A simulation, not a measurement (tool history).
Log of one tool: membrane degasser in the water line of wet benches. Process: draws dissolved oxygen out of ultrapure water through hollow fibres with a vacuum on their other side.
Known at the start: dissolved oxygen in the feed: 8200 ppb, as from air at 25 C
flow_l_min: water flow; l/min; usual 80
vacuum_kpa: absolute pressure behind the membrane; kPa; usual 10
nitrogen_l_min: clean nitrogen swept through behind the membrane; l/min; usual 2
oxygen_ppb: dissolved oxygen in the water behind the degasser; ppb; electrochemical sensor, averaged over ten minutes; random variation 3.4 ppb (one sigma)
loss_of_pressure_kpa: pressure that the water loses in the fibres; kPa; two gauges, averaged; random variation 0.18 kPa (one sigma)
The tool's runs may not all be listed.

| run | hour | flow_l_min | vacuum_kpa | nitrogen_l_min | oxygen_ppb | loss_of_pressure_kpa |
|---|---|---|---|---|---|---|
| 1 | 0 | 80 | 10 | 2 | 524 | 30.26 |
| 2 | 71.7 | 51 | 10 | 2 | 368.7 | 19.46 |
| 3 | 206.1 | 123 | 10 | 2 | 729 | 47.13 |
| 4 | 342.2 | 83 | 10 | 2 | 542.5 | 31.9 |
| 5 | 446.6 | 80 | 7.6 | 2 | 347.3 | 30.84 |
| 6 | 536.3 | 80 | 7.6 | 2 | 350.5 | 30.35 |
| 7 | 639 | 80 | 7.6 | 2 | 350 | 30.68 |
| 8 | 775.6 | 80 | 10 | 1.26 | 734.7 | 30.43 |
| 9 | 837.1 | 59 | 10 | 1.26 | 595.3 | 22.6 |
| 10 | 939.9 | 59 | 10 | 1.26 | 596.4 | 22.55 |
| 11 | 1034.3 | 86 | 10 | 2 | 564.3 | 32.92 |
| 12 | 1102.9 | 86 | 10 | 2 | 560.7 | 32.89 |
| 13 | 1181 | 86 | 10 | 2 | 555 | 32.96 |
| 14 | 1266.6 | 86 | 10 | 2 | 565.4 | 32.91 |
| 15 | 1350.4 | 86 | 10 | 2 | 561.8 | 32.92 |
| 16 | 1418.4 | 86 | 10 | 2 | 561.8 | 33.14 |
|  | 1425.4 | vacuum gauge calibrated |
| 17 | 1525.9 | 86 | 10 | 2 | 567 | 32.87 |
| 18 | 1629.9 | 50 | 7.4 | 2 | 235.4 | 19.34 |
| 19 | 1732.7 | 104 | 7.4 | 2 | 423.2 | 39.83 |
| 20 | 1866.8 | 120 | 10 | 1.82 | 781.6 | 46.43 |
|  | 1968 | vacuum gauge calibrated, once more |
| 21 | 2000 | 81 | 10 | 4.12 | 291.2 | 31.39 |
| 22 | 2129.5 | 80 | 18.4 | 0.98 | 1740.2 | 30.6 |
| 23 | 2247.9 | 80 | 18.4 | 0.98 | 1745.1 | 30.72 |
| 24 | 2356 | 79 | 21 | 1.23 | 1738.5 | 30.28 |
| 25 | 2415.5 | 101 | 7.1 | 2.62 | 297.6 | 38.92 |
| 26 | 2543.7 | 101 | 7.1 | 2.62 | 304.7 | 39.35 |
| 27 | 2607.8 | 119 | 6.2 | 0.96 | 522 | 46.2 |
| 28 | 2721.7 | 112 | 6.8 | 1.38 | 481.5 | 43.69 |
| 29 | 2796.5 | 112 | 6.8 | 1.38 | 481.8 | 43.21 |
| 30 | 2860.3 | 125 | 7.3 | 1.38 | 584.2 | 48.44 |
| 31 | 2927 | 84 | 8 | 1.81 | 422.7 | 32.53 |
| 32 | 3000.9 | 84 | 8 | 1.81 | 422.7 | 32.65 |

Hidden state or all else? Some run-to-run changes of oxygen_ppb, split into what the settings, what came in and random variation would give without the hidden state, and what is left for the hidden state (with any gauge scatter that isn't in both results):
The hidden state here: membrane still open, %; true pressure behind the membrane over the reading, kPa; air that leaks in behind the membrane, l/min; drift of the gauge itself on oxygen_ppb, %; drift of the gauge itself on loss_of_pressure_kpa, %.
Run 18 -> 19: flow_l_min 50 -> 104. oxygen_ppb +187.8 ppb: hidden state +8.6, all else +179.2.
Run 20 -> 21: flow_l_min 120 -> 81, nitrogen_l_min 1.82 -> 4.12, vacuum gauge calibrated, once more. oxygen_ppb -490.4 ppb: hidden state -22.9, all else -467.5.
Run 21 -> 22: flow_l_min 81 -> 80, vacuum_kpa 10 -> 18.4, nitrogen_l_min 4.12 -> 0.98. oxygen_ppb +1449 ppb: hidden state -5.3, all else +1454.3.
Run 24 -> 25: flow_l_min 79 -> 101, vacuum_kpa 21 -> 7.1, nitrogen_l_min 1.23 -> 2.62. oxygen_ppb -1440.9 ppb: hidden state +2.7, all else -1443.6.
